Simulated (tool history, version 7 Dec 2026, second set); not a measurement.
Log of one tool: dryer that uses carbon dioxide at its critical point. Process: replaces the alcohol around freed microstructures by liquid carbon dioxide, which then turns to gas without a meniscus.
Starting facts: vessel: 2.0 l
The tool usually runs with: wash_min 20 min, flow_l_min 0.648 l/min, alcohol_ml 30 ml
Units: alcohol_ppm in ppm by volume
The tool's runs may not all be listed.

run     day  wash_min  flow_l_min  alcohol_ml  alcohol_ppm
  1   0.000        20       0.648          30           48
  2   0.388        20       0.648          30           47
  3   0.883        20       0.648          30           46
  4   1.229        20       0.648          30           61
  5   1.654        20       0.648          30           59
  6   1.992        19       0.648          30           82
  7   2.321        19       0.648          30           76
  8   2.608        19       0.648          30           77
  9   3.175        19       0.648          30           79
 10   3.688        20       0.648          30           77
      3.833  -- inlet filter changed
 11   4.208        20       0.648          30           51
 12   4.854        20       0.648          30           58
 13   5.354        24       0.648          30           31
 14   5.804        20       0.660          30           46
 15   6.367        20       0.660          30           60
 16   6.746        20       0.648          30           58
 17   7.142        20       0.648          44           81
 18   7.625        20       0.648          33           61
 19   8.292        20       0.648          33           67
 20   8.804        20       0.648          33           73
 21   9.383        20       0.648          33           61
 22   9.983        20       0.648          30           63
 23  10.650        28       0.636          22           31
 24  11.242        28       0.636          22           24
 25  11.925        26       0.394          30          168
 26  12.292        24       0.674          29           37
 27  12.838        17       0.797          30           65
 28  13.354        17       0.797          66          122
 29  13.854        15       0.648          30          230
 30  14.254        15       0.419          22          695

Run 31, settings as shown, results not yet in. Your forecast:
 31  14.829        16       0.677          30            ?

alcohol_ppm: 166 ppm by volume
Take away the tool's hidden state, keep the run-to-run variation as it was, and the same run would have given alcohol_ppm 81 ppm by volume.
